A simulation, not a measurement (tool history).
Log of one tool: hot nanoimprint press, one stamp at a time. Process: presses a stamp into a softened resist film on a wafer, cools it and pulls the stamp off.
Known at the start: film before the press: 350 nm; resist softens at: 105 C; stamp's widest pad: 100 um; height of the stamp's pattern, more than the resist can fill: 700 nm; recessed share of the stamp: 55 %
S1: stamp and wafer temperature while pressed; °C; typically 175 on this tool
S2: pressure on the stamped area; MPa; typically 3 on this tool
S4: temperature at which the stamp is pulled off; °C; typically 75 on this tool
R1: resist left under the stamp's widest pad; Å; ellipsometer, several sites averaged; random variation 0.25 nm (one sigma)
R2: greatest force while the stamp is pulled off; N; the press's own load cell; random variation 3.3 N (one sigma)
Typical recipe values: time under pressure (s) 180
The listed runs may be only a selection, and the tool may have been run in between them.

Run 1, hour 0: usual settings. Result: R1 1873 Å, R2 171 N.
Run 2, hour 6.3: usual settings but S1 168 °C. Result: R1 2254 Å, R2 168 N.
Run 3, hour 15.7: usual settings but S1 168 °C. Result: R1 2256 Å, R2 169 N.
Run 4, hour 23.4: usual settings. Result: R1 1878 Å, R2 163 N.
Run 5, hour 34.6: usual settings but S2 2.08 MPa. Result: R1 2210 Å, R2 170 N.
Run 6, hour 42.7: usual settings but S2 2.08 MPa. Result: R1 2208 Å, R2 168 N.
Run 7, hour 52.7: usual settings but S2 2.08 MPa. Result: R1 2208 Å, R2 173 N.
Run 8, hour 65.2: usual settings but S2 2.08 MPa. Result: R1 2206 Å, R2 176 N.
Run 9, hour 73.6: usual settings but S2 2.84 MPa. Result: R1 1919 Å, R2 178 N.
Run 10, hour 85.1: usual settings but S2 2.84 MPa. Result: R1 1917 Å, R2 174 N.
Run 11, hour 98.2: usual settings but S2 2.84 MPa. Result: R1 1921 Å, R2 178 N.
At hour 102.3: plate thermocouple calibrated.
Run 12, hour 107.8: usual settings but S2 2.84 MPa. Result: R1 1916 Å, R2 182 N.
Run 13, hour 114: usual settings. Result: R1 1868 Å, R2 175 N.
Run 14, hour 125.7: usual settings. Result: R1 1869 Å, R2 177 N.
Run 15, hour 139.5: usual settings. Result: R1 1867 Å, R2 184 N.
Run 16, hour 152: usual settings. Result: R1 1861 Å, R2 184 N.
Run 17, hour 161.5: usual settings. Result: R1 1863 Å, R2 186 N.
Run 18, hour 168.6: usual settings but S1 173 °C, S2 3.83 MPa, S4 70 °C. Result: R1 1753 Å, R2 216 N.
Run 19, hour 175.3: usual settings but S1 173 °C, S2 3.83 MPa, S4 70 °C. Result: R1 1749 Å, R2 216 N.
Run 20, hour 181.1: usual settings but S1 172 °C, S2 2.24 MPa, time under pressure (s) 139, S4 76 °C. Result: R1 2438 Å, R2 183 N.
At hour 189.4: plate thermocouple calibrated, once more.
Run 21, hour 197.1: usual settings but S1 169 °C. Result: R1 2191 Å, R2 194 N.
Run 22, hour 210.5: usual settings but time under pressure (s) 195. Result: R1 1821 Å, R2 191 N.
Run 23, hour 221.8: usual settings but S1 186 °C, S2 2.49 MPa, time under pressure (s) 175, S4 70 °C. Result: R1 1557 Å, R2 221 N.
Run 24, hour 231.4: usual settings but S1 186 °C, S2 2.49 MPa, time under pressure (s) 175, S4 70 °C. Result: R1 1555 Å, R2 208 N.
Run 25, hour 237.4: usual settings but time under pressure (s) 192. Result: R1 1828 Å, R2 194 N.

3 options for the next run, each taken on its own from the tool as it stands now. Forecast them:
Run A, hour 244.8: usual settings but S1 170 °C, S2 3.36 MPa, time under pressure (s) 116. Result: R1 ?, R2 ?.
Run B, hour 244.8: usual settings but S2 3.45 MPa, time under pressure (s) 153. Result: R1 ?, R2 ?.
Run C, hour 244.8: usual settings but S1 180 °C, S2 3.93 MPa, time under pressure (s) 151. Result: R1 ?, R2 ?.

run    R1   R2
  A  2292  192
  B  1834  201
  C  1507  200
The same runs, with their run-to-run variation unchanged, on a tool lacking any hidden condition would have given:
run    R1   R2
  A  2302  152
  B  1842  160
  C  1512  158
